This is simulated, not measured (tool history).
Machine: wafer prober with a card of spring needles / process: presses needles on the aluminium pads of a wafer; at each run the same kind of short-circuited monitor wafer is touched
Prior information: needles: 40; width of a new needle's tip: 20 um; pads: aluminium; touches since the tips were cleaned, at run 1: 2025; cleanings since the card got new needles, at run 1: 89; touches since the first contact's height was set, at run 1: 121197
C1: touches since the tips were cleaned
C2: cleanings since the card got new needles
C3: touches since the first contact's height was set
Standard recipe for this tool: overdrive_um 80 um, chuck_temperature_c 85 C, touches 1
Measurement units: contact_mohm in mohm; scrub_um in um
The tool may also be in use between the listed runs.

run 1 hour=0.0 | overdrive_um=80 chuck_temperature_c=85 touches=1 | C1=2025 C2=89 C3=121197 | contact_mohm=170 scrub_um=17.44
-- hour=2.9 tips cleaned on abrasive film
-- hour=11.1 tips cleaned on abrasive film
run 2 hour=11.1 | overdrive_um=80 chuck_temperature_c=85 touches=1 | C1=0 C2=91 C3=126041 | contact_mohm=170 scrub_um=17.58
-- hour=18.3 tips cleaned on abrasive film
-- hour=26.6 tips cleaned on abrasive film
run 3 hour=28.3 | overdrive_um=80 chuck_temperature_c=85 touches=1 | C1=762 C2=93 C3=133584 | contact_mohm=169 scrub_um=17.59
-- hour=34.0 tips cleaned on abrasive film
run 4 hour=37.3 | overdrive_um=80 chuck_temperature_c=85 touches=1 | C1=1488 C2=94 C3=137525 | contact_mohm=165 scrub_um=17.51
-- hour=41.5 tips cleaned on abrasive film
-- hour=49.6 tips cleaned on abrasive film
run 5 hour=51.0 | overdrive_um=80 chuck_temperature_c=53 touches=1 | C1=627 C2=96 C3=143480 | contact_mohm=167 scrub_um=17.55
-- hour=57.5 tips cleaned on abrasive film
-- hour=65.7 tips cleaned on abrasive film
run 6 hour=67.6 | overdrive_um=80 chuck_temperature_c=85 touches=1 | C1=812 C2=98 C3=150753 | contact_mohm=169 scrub_um=17.73
-- hour=73.0 tips cleaned on abrasive film
-- hour=80.2 tips cleaned on abrasive film
run 7 hour=83.8 | overdrive_um=80 chuck_temperature_c=85 touches=1 | C1=1590 C2=100 C3=157860 | contact_mohm=168 scrub_um=17.59
-- hour=87.4 tips cleaned on abrasive film
-- hour=95.6 tips cleaned on abrasive film
run 8 hour=95.6 | overdrive_um=80 chuck_temperature_c=85 touches=1 | C1=0 C2=102 C3=163003 | contact_mohm=173 scrub_um=17.58
-- hour=104.2 tips cleaned on abrasive film
run 9 hour=109.5 | overdrive_um=80 chuck_temperature_c=85 touches=1 | C1=2349 C2=103 C3=169138 | contact_mohm=170 scrub_um=17.58
-- hour=112.5 tips cleaned on abrasive film
-- hour=119.9 tips cleaned on abrasive film
-- hour=127.1 tips cleaned on abrasive film
run 10 hour=127.1 | overdrive_um=80 chuck_temperature_c=85 touches=1 | C1=0 C2=106 C3=176779 | contact_mohm=171 scrub_um=17.65
-- hour=135.1 tips cleaned on abrasive film
-- hour=143.3 tips cleaned on abrasive film
run 11 hour=149.0 | overdrive_um=80 chuck_temperature_c=85 touches=1 | C1=2495 C2=108 C3=186387 | contact_mohm=170 scrub_um=17.76
-- hour=150.6 tips cleaned on abrasive film
-- hour=158.6 tips cleaned on abrasive film
run 12 hour=162.9 | overdrive_um=80 chuck_temperature_c=69 touches=1 | C1=1915 C2=110 C3=192475 | contact_mohm=166 scrub_um=17.67
-- hour=166.2 tips cleaned on abrasive film
-- hour=173.2 tips cleaned on abrasive film
-- hour=180.6 tips cleaned on abrasive film
run 13 hour=182.1 | overdrive_um=80 chuck_temperature_c=69 touches=1 | C1=676 C2=113 C3=200863 | contact_mohm=167 scrub_um=17.71
-- hour=185.1 height of the first contact set anew
-- hour=188.0 tips cleaned on abrasive film
-- hour=195.5 tips cleaned on abrasive film
run 14 hour=195.9 | overdrive_um=80 chuck_temperature_c=69 touches=1 | C1=193 C2=115 C3=4736 | contact_mohm=167 scrub_um=17.73
-- hour=203.6 tips cleaned on abrasive film
run 15 hour=207.3 | overdrive_um=80 chuck_temperature_c=69 touches=1 | C1=1634 C2=116 C3=9712 | contact_mohm=169 scrub_um=17.80
-- hour=211.8 tips cleaned on abrasive film
run 16 hour=216.2 | overdrive_um=80 chuck_temperature_c=69 touches=1 | C1=1960 C2=117 C3=13634 | contact_mohm=171 scrub_um=17.73
-- hour=219.6 tips cleaned on abrasive film
-- hour=227.7 tips cleaned on abrasive film
run 17 hour=231.6 | overdrive_um=80 chuck_temperature_c=69 touches=1 | C1=1739 C2=119 C3=20385 | contact_mohm=165 scrub_um=17.74
-- hour=236.2 tips cleaned on abrasive film
-- hour=243.8 tips cleaned on abrasive film
run 18 hour=248.1 | overdrive_um=80 chuck_temperature_c=69 touches=1 | C1=1938 C2=121 C3=27602 | contact_mohm=166 scrub_um=17.77
-- hour=250.9 tips cleaned on abrasive film
-- hour=258.1 tips cleaned on abrasive film
-- hour=265.5 tips cleaned on abrasive film
run 19 hour=266.1 | overdrive_um=80 chuck_temperature_c=69 touches=1 | C1=249 C2=124 C3=35417 | contact_mohm=166 scrub_um=17.80
-- hour=273.4 tips cleaned on abrasive film
-- hour=281.4 tips cleaned on abrasive film
run 20 hour=286.7 | overdrive_um=62 chuck_temperature_c=72 touches=1 | C1=2346 C2=126 C3=44468 | contact_mohm=175 scrub_um=13.80
-- hour=290.1 tips cleaned on abrasive film
-- hour=298.3 tips cleaned on abrasive film
run 21 hour=299.2 | overdrive_um=69 chuck_temperature_c=75 touches=1 | C1=375 C2=128 C3=49922 | contact_mohm=169 scrub_um=15.39
-- hour=305.4 tips cleaned on abrasive film
-- hour=313.2 tips cleaned on abrasive film
run 22 hour=317.3 | overdrive_um=69 chuck_temperature_c=75 touches=1 | C1=1800 C2=130 C3=57854 | contact_mohm=172 scrub_um=15.40
-- hour=320.4 tips cleaned on abrasive film
-- hour=327.7 tips cleaned on abrasive film
run 23 hour=332.4 | overdrive_um=82 chuck_temperature_c=75 touches=1 | C1=2104 C2=132 C3=64488 | contact_mohm=171 scrub_um=18.34
-- hour=336.2 tips cleaned on abrasive film
-- hour=343.5 tips cleaned on abrasive film
run 24 hour=346.8 | overdrive_um=81 chuck_temperature_c=68 touches=1 | C1=1459 C2=134 C3=70774 | contact_mohm=167 scrub_um=18.09
-- hour=351.0 tips cleaned on abrasive film
-- hour=358.9 tips cleaned on abrasive film
run 25 hour=359.1 | overdrive_um=60 chuck_temperature_c=46 touches=2 | C1=89 C2=136 C3=76149 | contact_mohm=167 scrub_um=13.43
-- hour=366.3 tips cleaned on abrasive film
-- hour=373.7 tips cleaned on abrasive film
-- hour=375.4 gauge calibrated
run 26 hour=375.4 | overdrive_um=96 chuck_temperature_c=107 touches=2 | C1=787 C2=138 C3=83285 | contact_mohm=171 scrub_um=21.14
-- hour=381.6 tips cleaned on abrasive film
run 27 hour=384.5 | overdrive_um=67 chuck_temperature_c=85 touches=1 | C1=1259 C2=139 C3=87252 | contact_mohm=174 scrub_um=14.67
-- hour=389.7 tips cleaned on abrasive film
-- hour=397.3 tips cleaned on abrasive film
run 28 hour=400.0 | overdrive_um=64 chuck_temperature_c=33 touches=2 | C1=1190 C2=141 C3=94019 | contact_mohm=165 scrub_um=14.12
-- hour=404.8 tips cleaned on abrasive film
-- hour=413.6 tips cleaned on abrasive film
run 29 hour=419.5 | overdrive_um=97 chuck_temperature_c=104 touches=2 | C1=2616 C2=143 C3=102593 | contact_mohm=172 scrub_um=21.30
-- hour=420.9 tips cleaned on abrasive film
-- hour=428.3 tips cleaned on abrasive film
run 30 hour=432.9 | overdrive_um=74 chuck_temperature_c=83 touches=1 | C1=2062 C2=145 C3=108450 | contact_mohm=173 scrub_um=16.20

Predict each of these 3 candidate next runs independently; none follows another, all start after run 30:
-- hour=436.0 tips cleaned on abrasive film
-- hour=444.4 tips cleaned on abrasive film
run A hour=445.1 | overdrive_um=62 chuck_temperature_c=85 touches=2 | C1=323 C2=147 C3=113758 | contact_mohm=? scrub_um=?
-- hour=436.0 tips cleaned on abrasive film
-- hour=444.4 tips cleaned on abrasive film
run B hour=445.1 | overdrive_um=74 chuck_temperature_c=31 touches=2 | C1=323 C2=147 C3=113758 | contact_mohm=? scrub_um=?
-- hour=436.0 tips cleaned on abrasive film
-- hour=444.4 tips cleaned on abrasive film
run C hour=445.1 | overdrive_um=69 chuck_temperature_c=85 touches=2 | C1=323 C2=147 C3=113758 | contact_mohm=? scrub_um=?

run=A contact_mohm=170 scrub_um=13.66
run=B contact_mohm=159 scrub_um=16.20
run=C contact_mohm=171 scrub_um=15.14
Without the tool's unlogged condition, the same runs would have read:
run=A contact_mohm=170 scrub_um=13.61
run=B contact_mohm=159 scrub_um=16.15
run=C contact_mohm=171 scrub_um=15.09
